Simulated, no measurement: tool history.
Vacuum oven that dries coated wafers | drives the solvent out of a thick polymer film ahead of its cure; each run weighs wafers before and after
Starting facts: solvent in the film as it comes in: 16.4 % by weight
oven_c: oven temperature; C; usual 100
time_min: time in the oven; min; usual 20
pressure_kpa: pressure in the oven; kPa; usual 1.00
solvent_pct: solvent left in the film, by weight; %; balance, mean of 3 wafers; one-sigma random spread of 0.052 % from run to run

run	day	oven_c	time_min	pressure_kpa	solvent_pct
1	0.000	100	20	1.00	1.28
2	2.392	100	20	1.00	1.33
3	5.175	100	20	3.30	2.53
4	8.062	100	20	3.30	2.52
5	12.667	100	20	3.30	2.55
6	17.529	100	20	3.30	2.75
7	19.967	100	20	3.30	2.66
8	21.925	88	20	3.30	5.61
9	25.146	104	20	0.62	0.90
10	27.979	102	11	1.00	2.87
11	30.146	102	11	1.00	2.92
12	33.933	102	11	1.00	3.03
13	36.892	88	12	0.73	6.34
# day 40.321: oven's thermocouples calibrated
14	40.971	112	19	0.96	0.60

Selected run-to-run steps in solvent_pct, each split into two signed amounts: the part the tool would show with no hidden state at all (from settings, incoming material and random variation), and the remainder, which goes to the hidden state together with any gauge scatter not common to the measured and the hidden-state-free results:
The hidden state here: true wafer temperature over the reading, C; true pressure over the reading, kPa; drift of the gauge itself on solvent_pct, %.
Run 13 -> 14: oven_c 88 -> 112, time_min 12 -> 19, pressure_kpa 0.73 -> 0.96, oven's thermocouples calibrated. solvent_pct -5.74 %: hidden state -0.22, all else -5.52.
